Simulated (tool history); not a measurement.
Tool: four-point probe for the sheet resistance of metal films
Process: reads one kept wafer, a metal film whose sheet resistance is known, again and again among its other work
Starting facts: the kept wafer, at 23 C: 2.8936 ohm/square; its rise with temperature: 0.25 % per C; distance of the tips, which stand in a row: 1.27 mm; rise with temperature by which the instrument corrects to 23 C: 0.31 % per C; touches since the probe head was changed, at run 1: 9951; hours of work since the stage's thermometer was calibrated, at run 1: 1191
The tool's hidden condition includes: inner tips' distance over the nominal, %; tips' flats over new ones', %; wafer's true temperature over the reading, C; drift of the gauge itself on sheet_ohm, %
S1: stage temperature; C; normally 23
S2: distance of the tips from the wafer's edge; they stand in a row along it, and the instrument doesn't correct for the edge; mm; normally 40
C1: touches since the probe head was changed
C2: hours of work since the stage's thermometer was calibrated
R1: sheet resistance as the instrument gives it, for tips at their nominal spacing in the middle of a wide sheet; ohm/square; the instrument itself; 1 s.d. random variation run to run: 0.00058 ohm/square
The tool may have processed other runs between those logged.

run,day,S1,S2,C1,C2,R1
1,0.000,23,40,9951,1191,2.904967
2,3.592,23,40,12182,1241,2.904416
3,5.421,23,9,13317,1267,2.932329
4,7.412,23,9,14556,1295,2.933375
5,10.033,23,9,16184,1332,2.931724
6,13.492,23,9,18333,1380,2.931325
7,17.017,23,9,20523,1430,2.930448
8,18.879,29,40,21681,1456,2.889810
9,21.696,29,12,23430,1495,2.905349
10,23.838,29,12,24762,1526,2.905505
11,26.908,23,12,26669,1569,2.913766
12,30.046,23,12,28618,1613,2.913907
13,32.279,23,12,30005,1644,2.914206
14,34.821,23,12,31584,1680,2.912361
15,37.342,23,12,33150,1715,2.912742
16,39.462,23,12,34467,1745,2.912518
17,41.758,23,12,35896,1778,2.911113
18,45.088,23,12,37963,1824,2.911581
19,47.117,23,47,39223,1853,2.894432
# day 49.271: stage's thermometer calibrated
20,50.504,23,63,41315,17,2.892562
21,53.200,23,8,42990,55,2.930501
22,56.617,23,40,45113,103,2.892792
# day 57.254: stage's thermometer calibrated, once more
23,58.300,23,24,46145,15,2.897467
24,59.879,20,4,47126,37,3.048765
25,62.371,20,4,48676,72,3.047716
26,64.958,20,4,50282,108,3.047404
27,67.312,20,4,51746,141,3.045291
28,70.012,27,34,53423,179,2.886624
29,72.412,22,40,54913,213,2.895559
30,75.908,34,14,57086,262,2.884937
31,78.450,20,3,58665,298,3.148572
32,80.133,33,35,59711,322,2.875465
33,83.871,28,5,62032,374,2.977730
# day 86.512: new probe head fitted
34,87.496,28,5,611,425,2.980818
35,89.629,23,5,1936,454,2.988816
36,91.579,32,18,3149,482,2.883137
37,94.325,27,10,4855,521,2.908649
38,96.538,25,5,6227,552,2.983812
39,99.900,25,28,8318,599,2.889837
40,103.162,26,26,10346,645,2.887057
41,106.654,26,26,12513,694,2.886833
42,109.729,27,14,14425,737,2.893869
43,111.804,27,14,15714,766,2.894029
44,114.017,19,36,17089,797,2.896418

Selected run-to-run steps in R1, each split into two signed amounts: the part the tool would show with no hidden state at all (from settings, incoming material and random variation), and the remainder, which goes to the hidden state together with any gauge scatter not common to the measured and the hidden-state-free results:
Run 19 -> 20: S2 47 -> 63, stage's thermometer calibrated. R1 -0.001870 ohm/square: hidden state -0.001145, all else -0.000725.
Run 22 -> 23: S2 40 -> 24, stage's thermometer calibrated, once more. R1 +0.004675 ohm/square: hidden state +0.003104, all else +0.001571.
Run 27 -> 28: S1 20 -> 27, S2 4 -> 34. R1 -0.158667 ohm/square: hidden state -0.000466, all else -0.158201.
Run 30 -> 31: S1 34 -> 20, S2 14 -> 3. R1 +0.263635 ohm/square: hidden state -0.000821, all else +0.264456.
Run 31 -> 32: S1 20 -> 33, S2 3 -> 35. R1 -0.273107 ohm/square: hidden state -0.000020, all else -0.273087.
Run 33 -> 34: new probe head fitted. R1 +0.003088 ohm/square: hidden state +0.003206, all else -0.000118.

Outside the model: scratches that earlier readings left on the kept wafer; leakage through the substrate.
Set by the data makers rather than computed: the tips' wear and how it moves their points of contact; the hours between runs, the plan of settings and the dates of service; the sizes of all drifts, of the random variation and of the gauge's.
